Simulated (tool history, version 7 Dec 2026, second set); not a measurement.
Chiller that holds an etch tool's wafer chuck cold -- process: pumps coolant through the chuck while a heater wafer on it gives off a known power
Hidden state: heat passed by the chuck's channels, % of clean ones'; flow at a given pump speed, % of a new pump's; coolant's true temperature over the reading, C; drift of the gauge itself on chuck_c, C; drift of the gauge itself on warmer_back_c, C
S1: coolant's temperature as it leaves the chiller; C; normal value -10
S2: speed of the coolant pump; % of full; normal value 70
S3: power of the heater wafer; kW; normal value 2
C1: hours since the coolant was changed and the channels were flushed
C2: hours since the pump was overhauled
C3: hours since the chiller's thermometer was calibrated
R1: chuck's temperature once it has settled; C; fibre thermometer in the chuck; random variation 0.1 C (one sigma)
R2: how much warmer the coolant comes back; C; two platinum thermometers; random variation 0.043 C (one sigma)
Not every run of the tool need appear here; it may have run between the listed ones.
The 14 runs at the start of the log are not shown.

{"run": 15, "day": 29.883, "S1": -15, "S2": 70, "S3": 2, "C1": 6095, "C2": 1873, "C3": 1778, "R1": 1.4, "R2": 10.07}
{"run": 16, "day": 32.904, "S1": -15, "S2": 70, "S3": 1.462, "C1": 6168, "C2": 1945, "C3": 1851, "R1": -3, "R2": 7.53}
{"run": 17, "day": 35.6, "S1": -14, "S2": 70, "S3": 2, "C1": 6232, "C2": 2010, "C3": 1916, "R1": 2.7, "R2": 10.2}
{"run": 18, "day": 38.654, "S1": -11, "S2": 70, "S3": 2, "C1": 6306, "C2": 2083, "C3": 1989, "R1": 5.3, "R2": 10.23}
{"run": 19, "day": 41.738, "S1": -8, "S2": 70, "S3": 2, "C1": 6380, "C2": 2157, "C3": 2063, "R1": 8.3, "R2": 10.2}
{"run": 20, "day": 43.554, "S1": -8, "S2": 70, "S3": 1.457, "C1": 6423, "C2": 2201, "C3": 2106, "R1": 4.2, "R2": 7.5}
{"run": 21, "day": 46.108, "S1": -10, "S2": 74, "S3": 2.639, "C1": 6484, "C2": 2262, "C3": 2168, "R1": 10.7, "R2": 12.58}
{"run": 22, "day": 48.862, "S1": -10, "S2": 74, "S3": 2.639, "C1": 6551, "C2": 2328, "C3": 2234, "R1": 10.8, "R2": 12.64}
{"run": 23, "day": 50.217, "S1": -6, "S2": 73, "S3": 1.087, "C1": 6583, "C2": 2361, "C3": 2266, "R1": 2.6, "R2": 5.41}
{"day": 52.892, "done": "chiller's thermometer calibrated"}
{"run": 24, "day": 53.35, "S1": -1, "S2": 74, "S3": 2.24, "C1": 6657, "C2": 2435, "C3": 11, "R1": 16.7, "R2": 10.76}
{"run": 25, "day": 54.867, "S1": -6, "S2": 74, "S3": 2, "C1": 6694, "C2": 2471, "C3": 47, "R1": 9.8, "R2": 9.63}
{"run": 26, "day": 57.925, "S1": -6, "S2": 74, "S3": 2, "C1": 6767, "C2": 2545, "C3": 121, "R1": 9.9, "R2": 9.67}
{"run": 27, "day": 60.229, "S1": -10, "S2": 67, "S3": 2, "C1": 6822, "C2": 2600, "C3": 176, "R1": 7, "R2": 10.85}
{"run": 28, "day": 62.117, "S1": -10, "S2": 67, "S3": 2, "C1": 6868, "C2": 2645, "C3": 221, "R1": 7.1, "R2": 10.81}
{"run": 29, "day": 64.608, "S1": -15, "S2": 90, "S3": 2.845, "C1": 6928, "C2": 2705, "C3": 281, "R1": 4.5, "R2": 11.05}
{"run": 30, "day": 67.396, "S1": -15, "S2": 90, "S3": 2.845, "C1": 6994, "C2": 2772, "C3": 348, "R1": 4.6, "R2": 10.96}
{"run": 31, "day": 69.329, "S1": -15, "S2": 67, "S3": 2.454, "C1": 7041, "C2": 2818, "C3": 394, "R1": 6, "R2": 13.22}

Forecast each of these 4 alternatives for the next run:
{"run": "A", "day": 72.488, "S1": -15, "S2": 70, "S3": 1.752, "C1": 7117, "C2": 2894, "C3": 470, "R1": "?", "R2": "?"}
{"run": "B", "day": 72.488, "S1": -14, "S2": 90, "S3": 1.34, "C1": 7117, "C2": 2894, "C3": 470, "R1": "?", "R2": "?"}
{"run": "C", "day": 72.488, "S1": -2, "S2": 61, "S3": 1.146, "C1": 7117, "C2": 2894, "C3": 470, "R1": "?", "R2": "?"}
{"run": "D", "day": 72.488, "S1": -16, "S2": 67, "S3": 2.518, "C1": 7117, "C2": 2894, "C3": 470, "R1": "?", "R2": "?"}

run=A R1=-0.6 R2=9.1
run=B R1=-4.7 R2=5.39
run=C R1=8.5 R2=7.05
run=D R1=5.6 R2=13.59
The same runs, with their run-to-run variation unchanged, on a tool lacking any hidden condition would have given:
run=A R1=-0.6 R2=8.79
run=B R1=-4.7 R2=5.08
run=C R1=8.5 R2=6.74
run=D R1=5.5 R2=13.28
